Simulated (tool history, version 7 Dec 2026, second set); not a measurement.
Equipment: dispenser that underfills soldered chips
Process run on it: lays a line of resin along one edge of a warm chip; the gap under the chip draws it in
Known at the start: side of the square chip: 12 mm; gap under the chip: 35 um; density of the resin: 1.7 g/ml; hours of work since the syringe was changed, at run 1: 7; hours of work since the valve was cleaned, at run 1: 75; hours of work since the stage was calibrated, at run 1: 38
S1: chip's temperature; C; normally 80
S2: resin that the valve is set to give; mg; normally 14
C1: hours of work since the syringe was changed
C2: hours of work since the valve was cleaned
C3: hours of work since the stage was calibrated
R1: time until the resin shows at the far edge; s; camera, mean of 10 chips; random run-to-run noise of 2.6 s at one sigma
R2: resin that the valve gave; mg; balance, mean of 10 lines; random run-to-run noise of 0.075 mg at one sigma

Run 1, hour 0: usual settings; C1 7; C2 75; C3 38. Result: R1 327.7 s, R2 13.17 mg.
At hour 4.8: new syringe of resin.
Run 2, hour 8.6: usual settings but S1 93 C; C1 2; C2 80; C3 43. Result: R1 174 s, R2 13.24 mg.
Run 3, hour 13.7: usual settings but S1 93 C; C1 6; C2 83; C3 46. Result: R1 199.9 s, R2 13.04 mg.
At hour 20.8: new syringe of resin.
Run 4, hour 25.2: usual settings but S2 16.1 mg; C1 3; C2 90; C3 53. Result: R1 283.8 s, R2 15.01 mg.
Run 5, hour 32.1: usual settings but S1 67 C; C1 7; C2 95; C3 57. Result: R1 545.5 s, R2 12.98 mg.
At hour 36.4: new syringe of resin.
Run 6, hour 42.7: usual settings but S1 67 C; C1 4; C2 101; C3 64. Result: R1 490.7 s, R2 12.9 mg.
At hour 52.1: new syringe of resin.
At hour 54.1: dispensing valve cleaned and set on the balance.
Run 7, hour 55.2: usual settings; C1 1; C2 1; C3 71. Result: R1 270.9 s, R2 13.94 mg.
Run 8, hour 65.9: usual settings; C1 8; C2 7; C3 78. Result: R1 342.2 s, R2 13.93 mg.
At hour 68.7: new syringe of resin.
Run 9, hour 71.3: usual settings but S2 13.7 mg; C1 2; C2 11; C3 81. Result: R1 270.4 s, R2 13.62 mg.
Run 10, hour 79.6: usual settings but S2 13.7 mg; C1 7; C2 16; C3 86. Result: R1 329.1 s, R2 13.56 mg.
At hour 84.2: new syringe of resin.
Run 11, hour 87.8: usual settings; C1 2; C2 21; C3 91. Result: R1 275.9 s, R2 13.86 mg.
Run 12, hour 92.8: usual settings; C1 5; C2 24; C3 94. Result: R1 306.2 s, R2 13.93 mg.
Run 13, hour 98: usual settings but S2 13 mg; C1 9; C2 27; C3 97. Result: R1 345.2 s, R2 12.72 mg.
At hour 100.4: new syringe of resin.
Run 14, hour 109.8: usual settings but S2 13 mg; C1 6; C2 34; C3 105. Result: R1 321.2 s, R2 12.69 mg.
At hour 115.8: new syringe of resin.
Run 15, hour 119.6: usual settings but S1 66 C, S2 17.8 mg; C1 2; C2 40; C3 110. Result: R1 479.3 s, R2 17.35 mg.
Run 16, hour 127.3: usual settings but S1 78 C, S2 12.1 mg; C1 7; C2 45; C3 115. Result: R1 371 s, R2 11.76 mg.
At hour 131.3: new syringe of resin.
Run 17, hour 138: usual settings but S1 78 C, S2 12.1 mg; C1 4; C2 52; C3 122. Result: R1 323.5 s, R2 11.6 mg.
At hour 147.1: new syringe of resin.
Run 18, hour 149.5: usual settings but S1 66 C, S2 16.3 mg; C1 2; C2 59; C3 129. Result: R1 465.7 s, R2 15.7 mg.
Run 19, hour 159.3: usual settings but S1 69 C, S2 14.5 mg; C1 8; C2 65; C3 135. Result: R1 512.8 s, R2 13.8 mg.
At hour 162.6: new syringe of resin.
Run 20, hour 169.6: usual settings but S1 69 C, S2 16.3 mg; C1 4; C2 71; C3 141. Result: R1 448 s, R2 15.62 mg.
Run 21, hour 175.4: usual settings but S1 69 C, S2 16.3 mg; C1 8; C2 75; C3 145. Result: R1 495.2 s, R2 15.51 mg.
At hour 178.2: new syringe of resin.
Run 22, hour 184.7: usual settings but S1 74 C, S2 13.5 mg; C1 4; C2 80; C3 150. Result: R1 373.1 s, R2 12.81 mg.
Run 23, hour 189.5: usual settings but S1 84 C, S2 14.7 mg; C1 7; C2 83; C3 153. Result: R1 282.3 s, R2 13.83 mg.
At hour 193.8: new syringe of resin.
Run 24, hour 196.4: usual settings but S1 81 C; C1 2; C2 87; C3 158. Result: R1 259.1 s, R2 13.15 mg.

Run 25 has not been measured yet. What should we expect?
Run 25, hour 204.7: usual settings but S2 14.3 mg; C1 7; C2 93; C3 163. Result: R1 ?, R2 ?.

For run 25 the tool returned R1 322.3 s, R2 13.41 mg.
Minus the tool's unlogged condition, the same run would have read R1 262.3 s, R2 14.32 mg.

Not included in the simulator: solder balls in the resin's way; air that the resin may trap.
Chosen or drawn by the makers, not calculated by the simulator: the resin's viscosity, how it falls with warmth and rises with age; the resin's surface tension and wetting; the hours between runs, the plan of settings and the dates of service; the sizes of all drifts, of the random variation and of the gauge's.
